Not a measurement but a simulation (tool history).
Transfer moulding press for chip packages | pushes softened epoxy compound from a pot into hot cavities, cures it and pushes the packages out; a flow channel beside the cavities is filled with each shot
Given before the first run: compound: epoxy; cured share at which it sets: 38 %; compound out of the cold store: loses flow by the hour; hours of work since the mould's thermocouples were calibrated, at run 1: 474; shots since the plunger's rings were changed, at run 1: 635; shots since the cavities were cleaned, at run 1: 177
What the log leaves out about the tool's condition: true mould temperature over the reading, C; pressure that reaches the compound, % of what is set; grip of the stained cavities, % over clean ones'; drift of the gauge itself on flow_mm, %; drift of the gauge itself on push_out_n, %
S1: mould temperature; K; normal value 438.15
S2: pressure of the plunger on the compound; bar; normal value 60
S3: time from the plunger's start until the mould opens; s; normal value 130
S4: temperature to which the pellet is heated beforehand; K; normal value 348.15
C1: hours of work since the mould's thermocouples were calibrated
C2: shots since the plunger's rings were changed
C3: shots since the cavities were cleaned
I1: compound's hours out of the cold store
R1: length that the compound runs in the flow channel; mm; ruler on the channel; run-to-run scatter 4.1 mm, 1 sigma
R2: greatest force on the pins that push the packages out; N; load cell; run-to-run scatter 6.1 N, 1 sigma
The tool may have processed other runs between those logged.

run,hour,S1,S2,S3,S4,C1,C2,C3,I1,R1,R2
1,0,438.15,60,130,348.15,474,635,177,36.6,767,231
2,21.4,438.15,49.5,130,348.15,489,851,393,39.4,691,230
3,31.5,438.15,49.5,130,348.15,497,953,495,29,731,229
4,50.2,438.15,49.5,130,348.15,511,1141,683,36,700,231
5,62.8,438.15,49.5,130,348.15,520,1269,811,38.3,695,222
# hour 75.9: cavities cleaned with cleaning compound and waxed
6,77.3,438.15,49.5,130,348.15,530,1400,14,11.9,774,231
7,99.7,438.15,49.5,130,348.15,547,1627,241,11.6,768,218
8,122.3,438.15,49.5,130,348.15,564,1855,469,42.8,677,232
9,143,438.15,49.5,130,348.15,579,2063,677,31.2,717,207
10,159.9,438.15,49.5,130,348.15,591,2234,848,29.5,726,222
# hour 168.7: cavities cleaned with cleaning compound and waxed
11,182.3,438.15,60,130,348.15,607,2445,137,32.3,787,213
12,203.3,438.15,60,130,348.15,623,2657,349,37.1,779,222
13,218.9,438.15,60,130,352.15,634,2814,506,17.4,836,223
14,239,438.15,60,130,348.15,649,3017,709,45.7,745,220
15,252.1,438.15,60,130,357.15,659,3150,842,42.2,756,224
# hour 261.4: cavities cleaned with cleaning compound and waxed
16,263,438.15,60,130,357.15,666,3245,17,19.3,829,223
# hour 283.2: plunger's sealing rings changed
17,283.9,445.15,49.6,130,343.15,680,7,202,32.6,691,203
18,295.3,445.15,49.6,130,345.15,688,122,317,15.8,747,207
19,316.5,445.15,49.6,130,345.15,704,336,531,25.6,706,206
20,332.7,445.15,49.6,130,345.15,716,499,694,16.3,742,199

What will run 21 give?
21,348.6,438.15,60,120,344.15,728,661,856,29,?,?

Run 21 yielded R1 792 mm, R2 239 N.
Take away the tool's hidden state, keep the run-to-run variation as it was, and the same run would have given R1 792 mm, R2 237 N.

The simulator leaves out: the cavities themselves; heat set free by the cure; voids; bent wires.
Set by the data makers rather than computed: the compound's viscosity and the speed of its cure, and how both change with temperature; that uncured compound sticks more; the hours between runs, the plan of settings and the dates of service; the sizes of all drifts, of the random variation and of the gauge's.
